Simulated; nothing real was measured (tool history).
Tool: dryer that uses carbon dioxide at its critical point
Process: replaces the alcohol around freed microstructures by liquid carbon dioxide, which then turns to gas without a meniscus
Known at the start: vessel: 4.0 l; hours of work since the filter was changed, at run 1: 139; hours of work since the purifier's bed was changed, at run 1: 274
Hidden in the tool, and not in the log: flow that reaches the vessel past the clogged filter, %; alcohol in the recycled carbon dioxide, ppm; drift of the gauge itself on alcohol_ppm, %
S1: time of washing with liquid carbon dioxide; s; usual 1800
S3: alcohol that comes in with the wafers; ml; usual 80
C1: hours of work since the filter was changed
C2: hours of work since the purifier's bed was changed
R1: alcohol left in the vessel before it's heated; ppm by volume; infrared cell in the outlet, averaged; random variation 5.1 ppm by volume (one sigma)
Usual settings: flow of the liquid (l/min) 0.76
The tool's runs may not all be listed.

run 1 hour=0 | S1=1800 flow_of_the_liquid_(l/min)=0.76 S3=80 | C1=139 C2=274 | R1=148
run 2 hour=22.1 | S1=1200 flow_of_the_liquid_(l/min)=0.76 S3=80 | C1=148 C2=283 | R1=639
run 3 hour=43.8 | S1=1200 flow_of_the_liquid_(l/min)=0.597 S3=80 | C1=157 C2=292 | R1=1295
run 4 hour=72.1 | S1=1200 flow_of_the_liquid_(l/min)=0.597 S3=80 | C1=169 C2=304 | R1=1310
run 5 hour=95 | S1=1800 flow_of_the_liquid_(l/min)=0.76 S3=80 | C1=179 C2=314 | R1=169
run 6 hour=118.8 | S1=1800 flow_of_the_liquid_(l/min)=0.76 S3=80 | C1=189 C2=324 | R1=174
run 7 hour=161.8 | S1=1800 flow_of_the_liquid_(l/min)=0.76 S3=80 | C1=208 C2=342 | R1=187
run 8 hour=203.5 | S1=1800 flow_of_the_liquid_(l/min)=0.76 S3=80 | C1=225 C2=360 | R1=191
run 9 hour=239.6 | S1=1800 flow_of_the_liquid_(l/min)=0.76 S3=80 | C1=241 C2=376 | R1=194
run 10 hour=284 | S1=1800 flow_of_the_liquid_(l/min)=0.76 S3=80 | C1=260 C2=395 | R1=193
run 11 hour=302.7 | S1=1800 flow_of_the_liquid_(l/min)=0.76 S3=80 | C1=268 C2=403 | R1=206
run 12 hour=337.8 | S1=1800 flow_of_the_liquid_(l/min)=0.591 S3=80 | C1=283 C2=417 | R1=480
run 13 hour=363.7 | S1=1800 flow_of_the_liquid_(l/min)=0.591 S3=80 | C1=294 C2=429 | R1=486
run 14 hour=408.4 | S1=1440 flow_of_the_liquid_(l/min)=0.591 S3=80 | C1=313 C2=448 | R1=989
run 15 hour=447.4 | S1=1800 flow_of_the_liquid_(l/min)=1.108 S3=80 | C1=329 C2=464 | R1=106
run 16 hour=473.9 | S1=1800 flow_of_the_liquid_(l/min)=1.108 S3=80 | C1=341 C2=475 | R1=108
run 17 hour=499.5 | S1=1920 flow_of_the_liquid_(l/min)=0.808 S3=61 | C1=351 C2=486 | R1=164
run 18 hour=519.3 | S1=1920 flow_of_the_liquid_(l/min)=0.808 S3=61 | C1=360 C2=495 | R1=161
-- hour=542.2 inlet filter changed
run 19 hour=543.6 | S1=2760 flow_of_the_liquid_(l/min)=0.808 S3=47 | C1=1 C2=505 | R1=102
run 20 hour=571.1 | S1=1080 flow_of_the_liquid_(l/min)=0.76 S3=42 | C1=12 C2=516 | R1=467
run 21 hour=615 | S1=1080 flow_of_the_liquid_(l/min)=0.76 S3=42 | C1=31 C2=535 | R1=487
run 22 hour=640.9 | S1=1800 flow_of_the_liquid_(l/min)=0.763 S3=80 | C1=42 C2=546 | R1=193
run 23 hour=660.9 | S1=1080 flow_of_the_liquid_(l/min)=1.086 S3=45 | C1=51 C2=555 | R1=215
run 24 hour=692.6 | S1=1440 flow_of_the_liquid_(l/min)=0.808 S3=36 | C1=64 C2=568 | R1=200
run 25 hour=716.5 | S1=1440 flow_of_the_liquid_(l/min)=0.808 S3=36 | C1=74 C2=578 | R1=203
run 26 hour=735.3 | S1=1800 flow_of_the_liquid_(l/min)=1.004 S3=51 | C1=82 C2=586 | R1=123
run 27 hour=756.4 | S1=1080 flow_of_the_liquid_(l/min)=0.703 S3=43 | C1=91 C2=595 | R1=643
run 28 hour=778.3 | S1=1080 flow_of_the_liquid_(l/min)=0.703 S3=43 | C1=101 C2=605 | R1=692
run 29 hour=805.9 | S1=1080 flow_of_the_liquid_(l/min)=0.703 S3=43 | C1=112 C2=617 | R1=647

Forecast each of these 3 alternatives for the next run:
-- hour=810.8 purifier's bed changed
run A hour=832.7 | S1=1140 flow_of_the_liquid_(l/min)=0.941 S3=86 | C1=123 C2=9 | R1=?
-- hour=810.8 purifier's bed changed
run B hour=832.7 | S1=1080 flow_of_the_liquid_(l/min)=0.468 S3=32 | C1=123 C2=9 | R1=?
-- hour=810.8 purifier's bed changed
run C hour=832.7 | S1=2880 flow_of_the_liquid_(l/min)=0.919 S3=31 | C1=123 C2=9 | R1=?

run=A R1=347
run=B R1=1070
run=C R1=9
Without the tool's hidden state the same runs would have given:
run=A R1=274
run=B R1=954
run=C R1=7

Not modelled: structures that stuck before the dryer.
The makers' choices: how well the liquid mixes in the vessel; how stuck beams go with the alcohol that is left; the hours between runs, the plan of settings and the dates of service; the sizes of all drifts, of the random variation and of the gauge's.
